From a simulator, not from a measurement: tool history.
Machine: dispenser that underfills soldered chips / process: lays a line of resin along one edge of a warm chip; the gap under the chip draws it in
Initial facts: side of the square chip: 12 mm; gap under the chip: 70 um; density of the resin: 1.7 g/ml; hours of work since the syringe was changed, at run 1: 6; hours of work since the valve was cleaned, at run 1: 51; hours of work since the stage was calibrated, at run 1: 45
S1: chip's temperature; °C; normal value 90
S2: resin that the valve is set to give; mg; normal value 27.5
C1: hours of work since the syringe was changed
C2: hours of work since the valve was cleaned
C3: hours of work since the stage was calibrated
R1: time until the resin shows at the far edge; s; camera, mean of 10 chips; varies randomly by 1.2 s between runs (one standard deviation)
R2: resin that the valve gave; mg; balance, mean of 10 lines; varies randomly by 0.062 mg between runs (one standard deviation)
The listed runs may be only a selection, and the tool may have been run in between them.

{"run": 1, "hour": 0.0, "S1": 90, "S2": 27.5, "C1": 6, "C2": 51, "C3": 45, "R1": 180.1, "R2": 26.79}
{"hour": 9.3, "done": "new syringe of resin"}
{"hour": 10.3, "done": "dispensing valve cleaned and set on the balance"}
{"run": 2, "hour": 13.3, "S1": 90, "S2": 27.5, "C1": 2, "C2": 2, "C3": 53, "R1": 136.9, "R2": 27.43}
{"run": 3, "hour": 18.7, "S1": 90, "S2": 27.5, "C1": 6, "C2": 6, "C3": 57, "R1": 180, "R2": 27.35}
{"hour": 27.6, "done": "new syringe of resin"}
{"run": 4, "hour": 31.0, "S1": 90, "S2": 35.1, "C1": 2, "C2": 15, "C3": 66, "R1": 140.3, "R2": 34.97}
{"run": 5, "hour": 38.7, "S1": 90, "S2": 25.5, "C1": 8, "C2": 20, "C3": 72, "R1": 216.1, "R2": 25.34}
{"hour": 44.2, "done": "new syringe of resin"}
{"run": 6, "hour": 44.2, "S1": 90, "S2": 27.5, "C1": 0, "C2": 24, "C3": 75, "R1": 117.1, "R2": 27.34}
{"run": 7, "hour": 53.8, "S1": 90, "S2": 27.5, "C1": 7, "C2": 31, "C3": 82, "R1": 194.8, "R2": 27.17}
{"run": 8, "hour": 59.2, "S1": 80, "S2": 27.5, "C1": 11, "C2": 35, "C3": 86, "R1": 383.1, "R2": 27.2}
{"hour": 61.0, "done": "new syringe of resin"}
{"run": 9, "hour": 71.4, "S1": 80, "S2": 27.5, "C1": 8, "C2": 44, "C3": 95, "R1": 306.2, "R2": 27.1}
{"hour": 77.7, "done": "new syringe of resin"}
{"run": 10, "hour": 83.4, "S1": 80, "S2": 27.5, "C1": 4, "C2": 52, "C3": 103, "R1": 238.1, "R2": 26.9}
{"hour": 91.4, "done": "dispensing valve cleaned and set on the balance"}
{"hour": 95.6, "done": "new syringe of resin"}
{"run": 11, "hour": 95.6, "S1": 80, "S2": 27.5, "C1": 0, "C2": 3, "C3": 111, "R1": 169.4, "R2": 27.39}
{"run": 12, "hour": 104.9, "S1": 80, "S2": 27.5, "C1": 7, "C2": 10, "C3": 118, "R1": 280.6, "R2": 27.3}
{"hour": 112.5, "done": "new syringe of resin"}
{"run": 13, "hour": 117.6, "S1": 80, "S2": 24.3, "C1": 4, "C2": 19, "C3": 127, "R1": 228, "R2": 24.11}
{"run": 14, "hour": 125.3, "S1": 80, "S2": 24.3, "C1": 9, "C2": 24, "C3": 133, "R1": 344.1, "R2": 23.88}
{"hour": 129.3, "done": "new syringe of resin"}
{"run": 15, "hour": 135.8, "S1": 80, "S2": 24.3, "C1": 5, "C2": 32, "C3": 140, "R1": 246.2, "R2": 23.93}
{"run": 16, "hour": 143.5, "S1": 80, "S2": 24.3, "C1": 10, "C2": 37, "C3": 146, "R1": 374, "R2": 23.98}
{"hour": 146.6, "done": "new syringe of resin"}
{"run": 17, "hour": 154.2, "S1": 89, "S2": 27.5, "C1": 6, "C2": 45, "C3": 153, "R1": 179.4, "R2": 26.94}
{"run": 18, "hour": 160.4, "S1": 100, "S2": 27.5, "C1": 10, "C2": 49, "C3": 158, "R1": 164.9, "R2": 26.82}
{"hour": 163.7, "done": "new syringe of resin"}
{"run": 19, "hour": 169.7, "S1": 90, "S2": 29.1, "C1": 4, "C2": 56, "C3": 164, "R1": 157.9, "R2": 28.35}
{"hour": 172.1, "done": "dispensing valve cleaned and set on the balance"}
{"run": 20, "hour": 180.8, "S1": 97, "S2": 33.9, "C1": 12, "C2": 6, "C3": 171, "R1": 195.5, "R2": 33.79}
{"hour": 182.0, "done": "new syringe of resin"}
{"run": 21, "hour": 192.9, "S1": 88, "S2": 35.3, "C1": 8, "C2": 15, "C3": 180, "R1": 217.6, "R2": 35.01}
{"hour": 198.6, "done": "new syringe of resin"}
{"run": 22, "hour": 203.3, "S1": 88, "S2": 35.3, "C1": 3, "C2": 22, "C3": 187, "R1": 155.9, "R2": 34.96}
{"run": 23, "hour": 214.2, "S1": 97, "S2": 23.4, "C1": 11, "C2": 30, "C3": 195, "R1": 205.4, "R2": 23.08}
{"hour": 215.5, "done": "new syringe of resin"}
{"run": 24, "hour": 226.7, "S1": 80, "S2": 23.6, "C1": 8, "C2": 39, "C3": 204, "R1": 312.7, "R2": 23.21}
{"hour": 232.6, "done": "new syringe of resin"}
{"run": 25, "hour": 236.9, "S1": 85, "S2": 24.4, "C1": 3, "C2": 46, "C3": 211, "R1": 174.5, "R2": 23.97}
{"run": 26, "hour": 244.2, "S1": 85, "S2": 24.4, "C1": 8, "C2": 51, "C3": 216, "R1": 258.3, "R2": 23.87}
{"hour": 249.2, "done": "new syringe of resin"}
{"hour": 253.1, "done": "dispensing valve cleaned and set on the balance"}
{"run": 27, "hour": 253.8, "S1": 77, "S2": 32.4, "C1": 3, "C2": 0, "C3": 222, "R1": 228.4, "R2": 32.4}
{"run": 28, "hour": 259.9, "S1": 77, "S2": 32.4, "C1": 7, "C2": 5, "C3": 227, "R1": 306.4, "R2": 32.25}
{"run": 29, "hour": 265.5, "S1": 90, "S2": 35.5, "C1": 11, "C2": 9, "C3": 231, "R1": 250.2, "R2": 35.4}
{"hour": 267.0, "done": "new syringe of resin"}
{"run": 30, "hour": 275.5, "S1": 81, "S2": 25.2, "C1": 6, "C2": 16, "C3": 238, "R1": 257.7, "R2": 25}
{"hour": 283.6, "done": "new syringe of resin"}
{"run": 31, "hour": 285.1, "S1": 89, "S2": 28.5, "C1": 1, "C2": 23, "C3": 245, "R1": 126, "R2": 28.28}
{"run": 32, "hour": 296.4, "S1": 105, "S2": 24.5, "C1": 9, "C2": 31, "C3": 253, "R1": 132.4, "R2": 24.09}
{"hour": 301.1, "done": "new syringe of resin"}
{"run": 33, "hour": 308.6, "S1": 100, "S2": 30.1, "C1": 5, "C2": 40, "C3": 262, "R1": 113.7, "R2": 29.54}
{"run": 34, "hour": 313.9, "S1": 92, "S2": 34.9, "C1": 9, "C2": 43, "C3": 265, "R1": 197.4, "R2": 34.17}
{"hour": 318.1, "done": "new syringe of resin"}
{"run": 35, "hour": 319.7, "S1": 104, "S2": 28.8, "C1": 1, "C2": 47, "C3": 269, "R1": 72.4, "R2": 28.22}
{"run": 36, "hour": 331.0, "S1": 92, "S2": 24.6, "C1": 9, "C2": 56, "C3": 278, "R1": 210.3, "R2": 24.02}

Hidden state or all else? Some run-to-run changes of R1, split into what the settings, what came in and random variation would give without the hidden state, and what is left for the hidden state (with any gauge scatter that isn't in both results):
What the log doesn't record here: resin's viscosity, % of fresh resin's; dose that the valve gives, % of what is set; true chip temperature over the reading, C; drift of the gauge itself on fill_s, %; drift of the gauge itself on given_mg, %.
Run 7 -> 8: S1 90 -> 80. R1 +188.3 s: hidden state +130.8, all else +57.5.
Run 15 -> 16: nothing adjusted, nothing logged. R1 +127.8 s: hidden state +125.3, all else +2.5.
Run 16 -> 17: S1 80 -> 89, S2 24.3 -> 27.5, new syringe of resin. R1 -194.6 s: hidden state -135.2, all else -59.4.
Run 24 -> 25: S1 80 -> 85, S2 23.6 -> 24.4, new syringe of resin. R1 -138.2 s: hidden state -104.1, all else -34.1.
